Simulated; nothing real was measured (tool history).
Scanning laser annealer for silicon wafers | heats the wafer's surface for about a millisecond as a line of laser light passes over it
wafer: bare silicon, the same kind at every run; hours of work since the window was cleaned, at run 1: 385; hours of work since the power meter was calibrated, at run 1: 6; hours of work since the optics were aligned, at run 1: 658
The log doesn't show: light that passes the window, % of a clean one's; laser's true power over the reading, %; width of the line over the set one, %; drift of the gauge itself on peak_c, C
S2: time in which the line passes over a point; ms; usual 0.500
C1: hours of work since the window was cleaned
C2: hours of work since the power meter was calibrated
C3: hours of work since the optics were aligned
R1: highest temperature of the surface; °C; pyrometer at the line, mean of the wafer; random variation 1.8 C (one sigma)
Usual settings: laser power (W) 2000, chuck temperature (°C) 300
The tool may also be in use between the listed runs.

run 1 hour=0.0 | laser_power_(W)=2000 S2=0.500 chuck_temperature_(°C)=300 | C1=385 C2=6 C3=658 | R1=1035
run 2 hour=14.2 | laser_power_(W)=2000 S2=0.440 chuck_temperature_(°C)=300 | C1=393 C2=14 C3=666 | R1=995
run 3 hour=23.8 | laser_power_(W)=2000 S2=0.440 chuck_temperature_(°C)=300 | C1=398 C2=20 C3=671 | R1=996
run 4 hour=42.8 | laser_power_(W)=1902 S2=0.500 chuck_temperature_(°C)=300 | C1=409 C2=30 C3=682 | R1=1004
run 5 hour=52.2 | laser_power_(W)=1902 S2=0.500 chuck_temperature_(°C)=300 | C1=414 C2=36 C3=687 | R1=1005
run 6 hour=69.7 | laser_power_(W)=1902 S2=0.500 chuck_temperature_(°C)=300 | C1=424 C2=45 C3=697 | R1=1004
run 7 hour=89.7 | laser_power_(W)=1902 S2=0.500 chuck_temperature_(°C)=300 | C1=435 C2=57 C3=708 | R1=1005
run 8 hour=98.1 | laser_power_(W)=1902 S2=0.500 chuck_temperature_(°C)=300 | C1=440 C2=62 C3=713 | R1=1005
run 9 hour=112.9 | laser_power_(W)=1850 S2=0.500 chuck_temperature_(°C)=300 | C1=448 C2=70 C3=721 | R1=987
run 10 hour=131.4 | laser_power_(W)=1850 S2=0.500 chuck_temperature_(°C)=300 | C1=459 C2=80 C3=731 | R1=983
run 11 hour=151.6 | laser_power_(W)=2000 S2=0.500 chuck_temperature_(°C)=300 | C1=470 C2=92 C3=743 | R1=1042
run 12 hour=164.5 | laser_power_(W)=2000 S2=0.500 chuck_temperature_(°C)=300 | C1=477 C2=99 C3=750 | R1=1037
run 13 hour=179.5 | laser_power_(W)=2000 S2=0.500 chuck_temperature_(°C)=300 | C1=486 C2=107 C3=758 | R1=1037
run 14 hour=190.0 | laser_power_(W)=2000 S2=0.500 chuck_temperature_(°C)=322 | C1=492 C2=113 C3=764 | R1=1063
run 15 hour=203.5 | laser_power_(W)=2000 S2=0.500 chuck_temperature_(°C)=322 | C1=499 C2=121 C3=772 | R1=1061
run 16 hour=217.1 | laser_power_(W)=1976 S2=0.585 chuck_temperature_(°C)=300 | C1=507 C2=128 C3=780 | R1=1089
run 17 hour=228.2 | laser_power_(W)=1976 S2=0.585 chuck_temperature_(°C)=300 | C1=513 C2=135 C3=786 | R1=1087
run 18 hour=245.1 | laser_power_(W)=2143 S2=0.500 chuck_temperature_(°C)=300 | C1=523 C2=144 C3=795 | R1=1086
run 19 hour=254.2 | laser_power_(W)=2143 S2=0.500 chuck_temperature_(°C)=300 | C1=528 C2=149 C3=801 | R1=1088
run 20 hour=264.5 | laser_power_(W)=2143 S2=0.500 chuck_temperature_(°C)=300 | C1=534 C2=155 C3=806 | R1=1090
run 21 hour=280.7 | laser_power_(W)=1845 S2=0.500 chuck_temperature_(°C)=273 | C1=543 C2=164 C3=815 | R1=958
run 22 hour=297.5 | laser_power_(W)=1721 S2=0.500 chuck_temperature_(°C)=279 | C1=552 C2=174 C3=825 | R1=918
run 23 hour=309.6 | laser_power_(W)=1994 S2=0.360 chuck_temperature_(°C)=278 | C1=559 C2=180 C3=832 | R1=907
run 24 hour=325.5 | laser_power_(W)=2112 S2=0.453 chuck_temperature_(°C)=278 | C1=568 C2=189 C3=841 | R1=1020
run 25 hour=338.8 | laser_power_(W)=2112 S2=0.453 chuck_temperature_(°C)=278 | C1=575 C2=197 C3=848 | R1=1017

Forecast each of these 4 alternatives for the next run:
run A hour=350.0 | laser_power_(W)=2112 S2=0.453 chuck_temperature_(°C)=301 | C1=582 C2=203 C3=854 | R1=?
run B hour=350.0 | laser_power_(W)=1753 S2=0.453 chuck_temperature_(°C)=278 | C1=582 C2=203 C3=854 | R1=?
run C hour=350.0 | laser_power_(W)=2166 S2=0.453 chuck_temperature_(°C)=322 | C1=582 C2=203 C3=854 | R1=?
run D hour=350.0 | laser_power_(W)=2112 S2=0.480 chuck_temperature_(°C)=337 | C1=582 C2=203 C3=854 | R1=?

run=A R1=1046
run=B R1=902
run=C R1=1077
run=D R1=1101
Without the tool's hidden state the same runs would have given:
run=A R1=1048
run=B R1=903
run=C R1=1079
run=D R1=1103
